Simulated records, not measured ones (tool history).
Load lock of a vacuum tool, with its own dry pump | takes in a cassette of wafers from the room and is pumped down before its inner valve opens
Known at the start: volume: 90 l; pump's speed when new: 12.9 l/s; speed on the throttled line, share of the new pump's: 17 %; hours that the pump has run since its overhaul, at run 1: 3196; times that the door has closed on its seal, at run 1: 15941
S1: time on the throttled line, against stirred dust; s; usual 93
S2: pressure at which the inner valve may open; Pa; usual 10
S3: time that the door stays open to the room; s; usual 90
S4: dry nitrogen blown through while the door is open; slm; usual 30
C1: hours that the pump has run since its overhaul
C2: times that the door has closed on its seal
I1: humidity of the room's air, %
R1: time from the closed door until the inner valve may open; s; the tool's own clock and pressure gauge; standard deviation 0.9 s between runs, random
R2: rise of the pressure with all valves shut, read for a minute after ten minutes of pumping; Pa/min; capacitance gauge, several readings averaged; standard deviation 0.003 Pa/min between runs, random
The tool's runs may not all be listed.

Run 1, day 0.000: usual settings; C1 3196; C2 15941; I1 46.2. Result: R1 143.6 s, R2 0.171 Pa/min.
Run 2, day 10.262: usual settings but S4 22 slm; C1 3443; C2 16625; I1 42.8. Result: R1 142.5 s, R2 0.192 Pa/min.
Run 3, day 22.546: usual settings but S4 22 slm; C1 3737; C2 17444; I1 44.8. Result: R1 143.4 s, R2 0.206 Pa/min.
Run 4, day 35.642: usual settings but S4 22 slm; C1 4052; C2 18317; I1 41.4. Result: R1 143.6 s, R2 0.216 Pa/min.
Run 5, day 49.138: usual settings but S2 15 Pa; C1 4376; C2 19218; I1 43.4. Result: R1 140.5 s, R2 0.229 Pa/min.
Run 6, day 59.825: usual settings; C1 4632; C2 19930; I1 44.6. Result: R1 144.1 s, R2 0.237 Pa/min.
Run 7, day 66.542: usual settings; C1 4793; C2 20378; I1 48.5. Result: R1 143.9 s, R2 0.247 Pa/min.
Run 8, day 77.808: usual settings; C1 5064; C2 21129; I1 43.0. Result: R1 144.1 s, R2 0.262 Pa/min.
Run 9, day 86.550: usual settings but S3 166 s; C1 5273; C2 21713; I1 49.1. Result: R1 143.5 s, R2 0.289 Pa/min.
Run 10, day 97.433: usual settings but S3 166 s; C1 5535; C2 22438; I1 45.6. Result: R1 144.8 s, R2 0.294 Pa/min.
Run 11, day 111.750: usual settings but S3 166 s; C1 5878; C2 23393; I1 44.1. Result: R1 145.2 s, R2 0.313 Pa/min.
Run 12, day 122.742: usual settings but S3 166 s; C1 6142; C2 24126; I1 45.6. Result: R1 143.8 s, R2 0.328 Pa/min.
Run 13, day 131.262: usual settings but S3 166 s; C1 6347; C2 24695; I1 47.9. Result: R1 144.9 s, R2 0.352 Pa/min.
Run 14, day 145.196: usual settings but S3 166 s; C1 6681; C2 25624; I1 45.8. Result: R1 143.9 s, R2 0.365 Pa/min.
Run 15, day 158.354: usual settings but S1 88 s, S3 166 s; C1 6997; C2 26501; I1 44.3. Result: R1 138.8 s, R2 0.386 Pa/min.
Run 16, day 172.538: usual settings but S1 88 s, S3 166 s, S4 8 slm; C1 7337; C2 27447; I1 44.9. Result: R1 141.7 s, R2 0.424 Pa/min.
Run 17, day 179.838: usual settings but S1 88 s, S3 58 s, S4 8 slm; C1 7512; C2 27934; I1 44.9. Result: R1 140.4 s, R2 0.427 Pa/min.
Run 18, day 193.896: usual settings but S2 8 Pa; C1 7850; C2 28871; I1 45.5. Result: R1 146.3 s, R2 0.427 Pa/min.
Run 19, day 206.312: usual settings but S1 67 s, S2 9 Pa, S3 176 s; C1 8148; C2 29699; I1 44.9. Result: R1 124.9 s, R2 0.440 Pa/min.
Run 20, day 215.108: usual settings but S1 178 s, S3 124 s; C1 8359; C2 30286; I1 48.1. Result: R1 215.3 s, R2 0.467 Pa/min.
Run 21, day 221.692: usual settings but S1 178 s, S3 124 s; C1 8517; C2 30725; I1 46.1. Result: R1 214.0 s, R2 0.475 Pa/min.
Run 22, day 227.921: usual settings but S1 178 s, S3 124 s; C1 8666; C2 31140; I1 48.2. Result: R1 217.5 s, R2 0.492 Pa/min.
Run 23, day 238.546: usual settings but S1 178 s, S3 124 s, S4 8 slm; C1 8921; C2 31849; I1 47.0. Result: R1 215.0 s, R2 0.528 Pa/min.
Run 24, day 246.358: usual settings but S1 178 s, S3 124 s, S4 8 slm; C1 9109; C2 32370; I1 45.2. Result: R1 214.2 s, R2 0.524 Pa/min.
Run 25, day 253.162: usual settings but S1 178 s, S3 124 s, S4 8 slm; C1 9272; C2 32824; I1 47.4. Result: R1 216.8 s, R2 0.557 Pa/min.
Run 26, day 261.325: usual settings but S2 19 Pa, S4 17 slm; C1 9468; C2 33368; I1 49.1. Result: R1 142.1 s, R2 0.556 Pa/min.
Run 27, day 268.196: usual settings but S2 19 Pa, S4 17 slm; C1 9633; C2 33826; I1 41.1. Result: R1 142.3 s, R2 0.557 Pa/min.
Run 28, day 274.617: usual settings but S3 58 s, S4 23 slm; C1 9787; C2 34255; I1 45.0. Result: R1 146.4 s, R2 0.558 Pa/min.
At day 275.879: door's seal changed, seat wiped.
Run 29, day 284.233: usual settings but S1 181 s, S3 67 s, S4 29 slm; C1 10016; C2 557; I1 42.0. Result: R1 217.7 s, R2 0.024 Pa/min.
Run 30, day 297.258: usual settings but S1 76 s, S4 12 slm; C1 10329; C2 1425; I1 44.7. Result: R1 134.6 s, R2 0.046 Pa/min.
Run 31, day 307.117: usual settings but S1 76 s, S4 12 slm; C1 10566; C2 2083; I1 45.5. Result: R1 133.0 s, R2 0.051 Pa/min.
Run 32, day 315.783: usual settings but S1 76 s, S2 15 Pa, S3 142 s, S4 31 slm; C1 10774; C2 2661; I1 46.8. Result: R1 129.8 s, R2 0.048 Pa/min.
Run 33, day 326.233: usual settings but S1 76 s, S2 15 Pa, S3 142 s, S4 31 slm; C1 11024; C2 3358; I1 45.9. Result: R1 130.5 s, R2 0.050 Pa/min.
Run 34, day 333.575: usual settings but S3 43 s, S4 42 slm; C1 11201; C2 3847; I1 44.8. Result: R1 147.8 s, R2 0.039 Pa/min.
Run 35, day 348.683: usual settings but S1 136 s, S3 29 s, S4 42 slm; C1 11563; C2 4855; I1 45.5. Result: R1 182.1 s, R2 0.046 Pa/min.
Run 36, day 358.892: usual settings but S1 64 s, S3 40 s, S4 31 slm; C1 11808; C2 5536; I1 48.7. Result: R1 122.7 s, R2 0.049 Pa/min.

How the hidden state differs across the entries between the runs, from the last listed run before each to the first after it:
After run 28, before run 29: door's seal changed, seat wiped (day 275.879)
  pump's speed, % of a new pump's: 91.9 -> 91.6; leak at the door's seal, Pa l/s: 0.8064 -> 0.006
  measured less the result without the state, R1: +4.5 -> +3.3 s; R2: +0.536 -> +0.003 Pa/min
